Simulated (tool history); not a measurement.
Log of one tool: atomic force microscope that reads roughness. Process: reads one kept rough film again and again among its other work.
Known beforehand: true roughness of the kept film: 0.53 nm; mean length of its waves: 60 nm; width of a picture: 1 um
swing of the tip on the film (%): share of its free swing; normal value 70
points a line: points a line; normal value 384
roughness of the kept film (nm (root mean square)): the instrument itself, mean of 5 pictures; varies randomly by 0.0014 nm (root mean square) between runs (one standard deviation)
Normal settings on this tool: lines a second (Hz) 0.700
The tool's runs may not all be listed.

run	hour	lines a second (Hz)	swing of the tip on the film (%)	points a line	roughness of the kept film (nm (root mean square))
1	0.0	0.700	70	384	0.507
2	5.2	2.548	70	384	0.463
3	9.0	0.886	70	384	0.500
4	18.3	0.886	70	384	0.500
5	26.8	0.886	70	384	0.496
6	34.0	0.700	59	384	0.513
7	37.8	0.700	59	384	0.514
8	42.8	0.700	70	384	0.503
9	50.5	0.700	70	384	0.503
10	57.8	0.700	70	384	0.504
11	63.4	0.700	70	384	0.500
12	70.3	0.700	70	384	0.503
13	78.1	1.732	82	384	0.447
14	83.9	1.732	82	534	0.447
15	89.6	0.700	56	914	0.510
16	98.5	1.445	58	325	0.499
17	105.2	0.926	79	355	0.480
18	110.9	0.926	80	355	0.479
19	119.1	0.926	80	355	0.479
20	124.4	3.031	61	431	0.473
21	131.5	1.082	70	717	0.489

3 options for the next run, each taken on its own from the tool as it stands now. Forecast them:
A	139.6	1.082	73	717	?
B	139.6	1.410	66	305	?
C	139.6	1.994	75	717	?

run	roughness of the kept film (nm (root mean square))
A	0.485
B	0.486
C	0.456
What these runs would have given with no unlogged condition in the tool:
run	roughness of the kept film (nm (root mean square))
A	0.495
B	0.496
C	0.465
